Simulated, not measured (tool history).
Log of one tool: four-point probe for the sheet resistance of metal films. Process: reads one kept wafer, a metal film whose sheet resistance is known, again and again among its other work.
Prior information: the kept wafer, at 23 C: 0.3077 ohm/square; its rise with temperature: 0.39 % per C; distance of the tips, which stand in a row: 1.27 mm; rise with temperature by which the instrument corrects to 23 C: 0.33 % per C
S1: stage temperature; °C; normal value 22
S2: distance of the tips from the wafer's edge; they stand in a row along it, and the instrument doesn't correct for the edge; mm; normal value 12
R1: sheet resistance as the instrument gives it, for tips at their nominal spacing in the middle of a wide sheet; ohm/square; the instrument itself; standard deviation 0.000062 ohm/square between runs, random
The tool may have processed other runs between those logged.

run 1 day=0 | S1=22 S2=12 | R1=0.308367
run 2 day=2.642 | S1=24 S2=12 | R1=0.308543
run 3 day=5.3 | S1=32 S2=12 | R1=0.310233
run 4 day=7.333 | S1=32 S2=12 | R1=0.310128
run 5 day=9.475 | S1=22 S2=12 | R1=0.308144
run 6 day=12.512 | S1=22 S2=12 | R1=0.308063
run 7 day=14.342 | S1=22 S2=12 | R1=0.308062
run 8 day=18.25 | S1=22 S2=12 | R1=0.307996
run 9 day=21.054 | S1=22 S2=26 | R1=0.306603
run 10 day=24.308 | S1=22 S2=12 | R1=0.307915
run 11 day=28.442 | S1=27 S2=12 | R1=0.308813
run 12 day=30.825 | S1=22 S2=18 | R1=0.306871
run 13 day=33.292 | S1=22 S2=18 | R1=0.306756
run 14 day=36.096 | S1=28 S2=18 | R1=0.307923
run 15 day=39.571 | S1=28 S2=18 | R1=0.307976
run 16 day=42.829 | S1=22 S2=12 | R1=0.307742
run 17 day=46.542 | S1=22 S2=12 | R1=0.307599
run 18 day=50.208 | S1=22 S2=46 | R1=0.305965
run 19 day=53.588 | S1=22 S2=46 | R1=0.305773
run 20 day=55.338 | S1=26 S2=12 | R1=0.30827
run 21 day=58.458 | S1=22 S2=12 | R1=0.307453
run 22 day=60.492 | S1=22 S2=12 | R1=0.307361
run 23 day=62.896 | S1=22 S2=12 | R1=0.307336
run 24 day=64.988 | S1=32 S2=11 | R1=0.309589
run 25 day=68.583 | S1=23 S2=12 | R1=0.307412
run 26 day=72.192 | S1=33 S2=11 | R1=0.309643
run 27 day=74.292 | S1=34 S2=12 | R1=0.309532
run 28 day=76.708 | S1=34 S2=12 | R1=0.309428
run 29 day=79.979 | S1=22 S2=13 | R1=0.306872
run 30 day=82.533 | S1=22 S2=13 | R1=0.306869
-- day=82.775 stage's thermometer calibrated
run 31 day=86.254 | S1=33 S2=22 | R1=0.307242
run 32 day=88.983 | S1=24 S2=8 | R1=0.309111
run 33 day=91.946 | S1=26 S2=13 | R1=0.306937
run 34 day=94.108 | S1=26 S2=34 | R1=0.305496
-- day=95.529 stage's thermometer calibrated, once more
run 35 day=97.862 | S1=26 S2=34 | R1=0.306821
run 36 day=101.375 | S1=33 S2=21 | R1=0.308394
run 37 day=103.4 | S1=23 S2=21 | R1=0.306627
run 38 day=105.238 | S1=20 S2=49 | R1=0.305508
run 39 day=107.646 | S1=27 S2=3 | R1=0.333313
run 40 day=109.312 | S1=19 S2=12 | R1=0.306825
run 41 day=111.917 | S1=23 S2=12 | R1=0.307581
run 42 day=113.717 | S1=24 S2=12 | R1=0.307932
run 43 day=116.742 | S1=27 S2=5 | R1=0.316816
run 44 day=118.438 | S1=27 S2=5 | R1=0.316733
run 45 day=122.05 | S1=33 S2=6 | R1=0.314869

Table of differences, measured result less the result of that run with no hidden state. Run-to-run variation is the same in both. Gauge scatter possibly is not:
What the log doesn't record here: inner tips' distance over the nominal, %; tips' flats over new ones', %; wafer's true temperature over the reading, C; drift of the gauge itself on sheet_ohm, %.
run=1 R1=-0.001022
run=2 R1=-0.001062
run=3 R1=-0.001099
run=4 R1=-0.001129
run=5 R1=-0.001167
run=6 R1=-0.001213
run=7 R1=-0.001243
run=8 R1=-0.001303
run=9 R1=-0.001343
run=10 R1=-0.001403
run=11 R1=-0.001467
run=12 R1=-0.001505
run=13 R1=-0.001541
run=14 R1=-0.001577
run=15 R1=-0.001634
run=16 R1=-0.001694
run=17 R1=-0.00175
run=18 R1=-0.0018
run=19 R1=-0.001851
run=20 R1=-0.001883
run=21 R1=-0.001937
run=22 R1=-0.001967
run=23 R1=-0.002006
run=24 R1=-0.002024
run=25 R1=-0.002093
run=26 R1=-0.002132
run=27 R1=-0.002163
run=28 R1=-0.002201
run=29 R1=-0.002269
run=30 R1=-0.002309
run=31 R1=-0.002796
run=32 R1=-0.002902
run=33 R1=-0.002918
run=34 R1=-0.002939
run=35 R1=-0.00166
run=36 R1=-0.00172
run=37 R1=-0.001743
run=38 R1=-0.001768
run=39 R1=-0.001954
run=40 R1=-0.00184
run=41 R1=-0.001884
run=42 R1=-0.001914
run=43 R1=-0.002011
run=44 R1=-0.002038
run=45 R1=-0.002077
